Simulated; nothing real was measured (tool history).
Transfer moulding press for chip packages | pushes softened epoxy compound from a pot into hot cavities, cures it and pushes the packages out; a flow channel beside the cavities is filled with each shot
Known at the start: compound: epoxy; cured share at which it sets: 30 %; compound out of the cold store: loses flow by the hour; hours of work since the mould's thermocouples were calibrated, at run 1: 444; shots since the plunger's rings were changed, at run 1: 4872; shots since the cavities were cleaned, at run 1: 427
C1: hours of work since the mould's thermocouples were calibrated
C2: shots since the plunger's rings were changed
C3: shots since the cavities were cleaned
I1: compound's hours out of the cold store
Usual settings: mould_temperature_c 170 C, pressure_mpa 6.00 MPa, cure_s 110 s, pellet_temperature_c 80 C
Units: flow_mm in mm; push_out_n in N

run 1 hour=0.0 | mould_temperature_c=170 pressure_mpa=6.00 cure_s=110 pellet_temperature_c=80 | C1=444 C2=4872 C3=427 | I1=10.9 | flow_mm=735 push_out_n=316
-- hour=10.6 cavities cleaned with cleaning compound and waxed
run 2 hour=38.7 | mould_temperature_c=170 pressure_mpa=6.00 cure_s=110 pellet_temperature_c=80 | C1=465 C2=5204 C3=251 | I1=9.7 | flow_mm=739 push_out_n=312
-- hour=64.2 plunger's sealing rings changed
-- hour=70.7 cavities cleaned with cleaning compound and waxed
run 3 hour=113.5 | mould_temperature_c=170 pressure_mpa=6.23 cure_s=110 pellet_temperature_c=80 | C1=504 C2=426 C3=381 | I1=24.6 | flow_mm=723 push_out_n=318
-- hour=134.3 cavities cleaned with cleaning compound and waxed
run 4 hour=178.3 | mould_temperature_c=170 pressure_mpa=6.23 cure_s=110 pellet_temperature_c=80 | C1=540 C2=990 C3=391 | I1=17.3 | flow_mm=749 push_out_n=327
-- hour=196.9 cavities cleaned with cleaning compound and waxed
run 5 hour=222.0 | mould_temperature_c=170 pressure_mpa=6.23 cure_s=110 pellet_temperature_c=80 | C1=563 C2=1367 C3=224 | I1=45.7 | flow_mm=640 push_out_n=289
-- hour=256.9 cavities cleaned with cleaning compound and waxed
run 6 hour=292.2 | mould_temperature_c=170 pressure_mpa=6.23 cure_s=110 pellet_temperature_c=80 | C1=602 C2=1979 C3=314 | I1=31.4 | flow_mm=688 push_out_n=309
-- hour=319.2 cavities cleaned with cleaning compound and waxed
run 7 hour=347.1 | mould_temperature_c=170 pressure_mpa=6.23 cure_s=110 pellet_temperature_c=80 | C1=631 C2=2455 C3=248 | I1=39.0 | flow_mm=657 push_out_n=307
-- hour=378.7 cavities cleaned with cleaning compound and waxed
run 8 hour=409.9 | mould_temperature_c=170 pressure_mpa=6.23 cure_s=110 pellet_temperature_c=80 | C1=665 C2=3001 C3=277 | I1=20.0 | flow_mm=728 push_out_n=311
-- hour=438.3 cavities cleaned with cleaning compound and waxed
run 9 hour=493.0 | mould_temperature_c=170 pressure_mpa=6.00 cure_s=104 pellet_temperature_c=80 | C1=711 C2=3729 C3=487 | I1=36.5 | flow_mm=646 push_out_n=342
-- hour=498.5 mould's thermocouples calibrated
-- hour=500.0 cavities cleaned with cleaning compound and waxed
-- hour=560.8 cavities cleaned with cleaning compound and waxed
run 10 hour=574.9 | mould_temperature_c=170 pressure_mpa=5.36 cure_s=110 pellet_temperature_c=80 | C1=41 C2=4414 C3=125 | I1=21.4 | flow_mm=654 push_out_n=268
run 11 hour=612.1 | mould_temperature_c=170 pressure_mpa=5.36 cure_s=110 pellet_temperature_c=80 | C1=62 C2=4747 C3=458 | I1=43.6 | flow_mm=589 push_out_n=317
-- hour=621.3 cavities cleaned with cleaning compound and waxed
run 12 hour=655.8 | mould_temperature_c=170 pressure_mpa=5.36 cure_s=110 pellet_temperature_c=80 | C1=85 C2=5122 C3=307 | I1=30.0 | flow_mm=624 push_out_n=323
-- hour=679.7 cavities cleaned with cleaning compound and waxed
-- hour=692.1 plunger's sealing rings changed
run 13 hour=694.9 | mould_temperature_c=170 pressure_mpa=5.36 cure_s=110 pellet_temperature_c=80 | C1=105 C2=24 C3=113 | I1=25.0 | flow_mm=671 push_out_n=269
-- hour=732.0 mould's thermocouples calibrated, once more
-- hour=744.4 cavities cleaned with cleaning compound and waxed
run 14 hour=757.3 | mould_temperature_c=177 pressure_mpa=5.36 cure_s=110 pellet_temperature_c=84 | C1=13 C2=550 C3=115 | I1=12.1 | flow_mm=701 push_out_n=249
-- hour=802.0 cavities cleaned with cleaning compound and waxed
run 15 hour=802.0 | mould_temperature_c=177 pressure_mpa=5.36 cure_s=110 pellet_temperature_c=84 | C1=37 C2=935 C3=0 | I1=13.8 | flow_mm=693 push_out_n=201
run 16 hour=842.9 | mould_temperature_c=170 pressure_mpa=7.23 cure_s=110 pellet_temperature_c=81 | C1=60 C2=1299 C3=364 | I1=18.8 | flow_mm=796 push_out_n=311
-- hour=859.8 cavities cleaned with cleaning compound and waxed
-- hour=919.2 cavities cleaned with cleaning compound and waxed
run 17 hour=921.8 | mould_temperature_c=170 pressure_mpa=7.23 cure_s=110 pellet_temperature_c=81 | C1=103 C2=1976 C3=23 | I1=20.8 | flow_mm=791 push_out_n=265
run 18 hour=968.9 | mould_temperature_c=170 pressure_mpa=6.83 cure_s=123 pellet_temperature_c=77 | C1=129 C2=2396 C3=443 | I1=38.7 | flow_mm=691 push_out_n=289
-- hour=977.3 cavities cleaned with cleaning compound and waxed
-- hour=1035.0 cavities cleaned with cleaning compound and waxed
run 19 hour=1035.0 | mould_temperature_c=172 pressure_mpa=5.41 cure_s=110 pellet_temperature_c=80 | C1=164 C2=2958 C3=0 | I1=28.5 | flow_mm=639 push_out_n=239
run 20 hour=1081.1 | mould_temperature_c=172 pressure_mpa=5.41 cure_s=110 pellet_temperature_c=80 | C1=190 C2=3369 C3=411 | I1=43.6 | flow_mm=592 push_out_n=296
-- hour=1094.1 cavities cleaned with cleaning compound and waxed
run 21 hour=1132.7 | mould_temperature_c=172 pressure_mpa=5.41 cure_s=110 pellet_temperature_c=89 | C1=218 C2=3816 C3=345 | I1=33.6 | flow_mm=620 push_out_n=293
-- hour=1154.5 cavities cleaned with cleaning compound and waxed
run 22 hour=1202.4 | mould_temperature_c=172 pressure_mpa=5.41 cure_s=110 pellet_temperature_c=89 | C1=256 C2=4423 C3=427 | I1=47.0 | flow_mm=578 push_out_n=286
-- hour=1212.5 cavities cleaned with cleaning compound and waxed
-- hour=1275.0 cavities cleaned with cleaning compound and waxed
run 23 hour=1283.1 | mould_temperature_c=172 pressure_mpa=5.41 cure_s=110 pellet_temperature_c=89 | C1=299 C2=5116 C3=72 | I1=37.5 | flow_mm=602 push_out_n=246
-- hour=1318.3 plunger's sealing rings changed
-- hour=1335.6 cavities cleaned with cleaning compound and waxed
run 24 hour=1362.7 | mould_temperature_c=168 pressure_mpa=5.76 cure_s=108 pellet_temperature_c=80 | C1=341 C2=382 C3=242 | I1=40.3 | flow_mm=642 push_out_n=331
-- hour=1395.6 cavities cleaned with cleaning compound and waxed
run 25 hour=1407.8 | mould_temperature_c=172 pressure_mpa=6.00 cure_s=141 pellet_temperature_c=83 | C1=366 C2=770 C3=108 | I1=13.8 | flow_mm=744 push_out_n=238
-- hour=1458.5 cavities cleaned with cleaning compound and waxed
run 26 hour=1478.4 | mould_temperature_c=173 pressure_mpa=5.54 cure_s=110 pellet_temperature_c=87 | C1=404 C2=1387 C3=177 | I1=19.3 | flow_mm=683 push_out_n=266

3 ways to go on from here, each from the tool as it stands after run 26. What would each give?
-- hour=1516.8 cavities cleaned with cleaning compound and waxed
run A hour=1564.3 | mould_temperature_c=164 pressure_mpa=6.38 cure_s=110 pellet_temperature_c=86 | C1=451 C2=2139 C3=423 | I1=43.7 | flow_mm=? push_out_n=?
-- hour=1516.8 cavities cleaned with cleaning compound and waxed
run B hour=1564.3 | mould_temperature_c=173 pressure_mpa=4.62 cure_s=123 pellet_temperature_c=80 | C1=451 C2=2139 C3=423 | I1=42.7 | flow_mm=? push_out_n=?
-- hour=1516.8 cavities cleaned with cleaning compound and waxed
run C hour=1564.3 | mould_temperature_c=173 pressure_mpa=6.93 cure_s=103 pellet_temperature_c=85 | C1=451 C2=2139 C3=423 | I1=17.3 | flow_mm=? push_out_n=?

run=A flow_mm=658 push_out_n=419
run=B flow_mm=552 push_out_n=290
run=C flow_mm=773 push_out_n=321
Without the tool's hidden state the same runs would have given:
run=A flow_mm=673 push_out_n=322
run=B flow_mm=564 push_out_n=217
run=C flow_mm=790 push_out_n=242
